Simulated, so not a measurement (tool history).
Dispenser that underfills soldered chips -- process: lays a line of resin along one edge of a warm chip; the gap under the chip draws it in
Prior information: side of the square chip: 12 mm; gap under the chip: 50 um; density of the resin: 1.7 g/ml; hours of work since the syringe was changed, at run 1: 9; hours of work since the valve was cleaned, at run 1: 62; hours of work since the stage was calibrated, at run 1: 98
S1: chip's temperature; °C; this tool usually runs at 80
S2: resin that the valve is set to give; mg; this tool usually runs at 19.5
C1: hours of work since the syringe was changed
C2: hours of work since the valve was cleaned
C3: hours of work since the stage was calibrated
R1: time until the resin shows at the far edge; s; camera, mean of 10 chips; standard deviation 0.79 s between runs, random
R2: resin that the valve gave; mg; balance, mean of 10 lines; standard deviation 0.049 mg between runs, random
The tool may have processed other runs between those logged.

Run 1, hour 0.0: usual settings; C1 9; C2 62; C3 98. Result: R1 141.7 s, R2 18.91 mg.
At hour 4.7: new syringe of resin.
At hour 7.8: dispensing valve cleaned and set on the balance.
Run 2, hour 11.6: usual settings; C1 4; C2 3; C3 106. Result: R1 100.4 s, R2 19.55 mg.
Run 3, hour 18.1: usual settings; C1 9; C2 8; C3 111. Result: R1 147.3 s, R2 19.44 mg.
At hour 22.1: new syringe of resin.
Run 4, hour 27.7: usual settings but S2 22.7 mg; C1 4; C2 15; C3 118. Result: R1 98.9 s, R2 22.53 mg.
Run 5, hour 36.0: usual settings but S2 22.7 mg; C1 10; C2 21; C3 124. Result: R1 163.8 s, R2 22.44 mg.
At hour 39.1: new syringe of resin.
Run 6, hour 46.9: usual settings but S2 22.1 mg; C1 6; C2 29; C3 132. Result: R1 109.6 s, R2 21.75 mg.
At hour 55.8: new syringe of resin.
Run 7, hour 56.2: usual settings; C1 0; C2 36; C3 138. Result: R1 71.1 s, R2 19.13 mg.
Run 8, hour 67.0: usual settings but S2 17.5 mg; C1 8; C2 44; C3 147. Result: R1 135.3 s, R2 17.13 mg.
At hour 72.2: new syringe of resin.
Run 9, hour 78.0: usual settings; C1 4; C2 52; C3 155. Result: R1 101.1 s, R2 18.97 mg.
Run 10, hour 87.0: usual settings but S1 72 °C; C1 11; C2 58; C3 161. Result: R1 228.6 s, R2 18.89 mg.
At hour 89.0: new syringe of resin.
Run 11, hour 96.6: usual settings; C1 6; C2 65; C3 168. Result: R1 113.0 s, R2 18.81 mg.
At hour 99.7: dispensing valve cleaned and set on the balance.
Run 12, hour 102.7: usual settings; C1 10; C2 2; C3 172. Result: R1 149.8 s, R2 19.47 mg.
At hour 106.3: new syringe of resin.
Run 13, hour 110.8: usual settings; C1 3; C2 8; C3 178. Result: R1 93.8 s, R2 19.44 mg.
Run 14, hour 118.6: usual settings; C1 9; C2 14; C3 184. Result: R1 145.8 s, R2 19.33 mg.
At hour 122.4: new syringe of resin.
Run 15, hour 124.3: usual settings; C1 1; C2 18; C3 188. Result: R1 78.2 s, R2 19.26 mg.
Run 16, hour 132.2: usual settings; C1 7; C2 24; C3 194. Result: R1 122.3 s, R2 19.23 mg.
At hour 138.8: new syringe of resin.
Run 17, hour 145.0: usual settings but S1 70 °C, S2 23.2 mg; C1 5; C2 33; C3 203. Result: R1 146.7 s, R2 22.64 mg.
Run 18, hour 152.2: usual settings but S1 70 °C, S2 23.2 mg; C1 10; C2 39; C3 209. Result: R1 223.8 s, R2 22.75 mg.
At hour 155.5: new syringe of resin.
Run 19, hour 159.4: usual settings but S1 70 °C, S2 23.2 mg; C1 3; C2 44; C3 214. Result: R1 127.8 s, R2 22.61 mg.
Run 20, hour 166.9: usual settings but S1 70 °C, S2 23.2 mg; C1 9; C2 49; C3 219. Result: R1 196.5 s, R2 22.46 mg.
At hour 172.3: new syringe of resin.
Run 21, hour 175.2: usual settings but S1 82 °C, S2 22.4 mg; C1 2; C2 55; C3 225. Result: R1 75.4 s, R2 21.71 mg.

Run 22 has not been measured yet. What should we expect?
Run 22, hour 183.9: usual settings but S1 66 °C, S2 24.6 mg; C1 9; C2 62; C3 232. Result: R1 ?, R2 ?.

Logged for run 22: R1 235.6 s, R2 23.74 mg.
Without the tool's hidden state the same run would have given R1 125.6 s, R2 24.60 mg.

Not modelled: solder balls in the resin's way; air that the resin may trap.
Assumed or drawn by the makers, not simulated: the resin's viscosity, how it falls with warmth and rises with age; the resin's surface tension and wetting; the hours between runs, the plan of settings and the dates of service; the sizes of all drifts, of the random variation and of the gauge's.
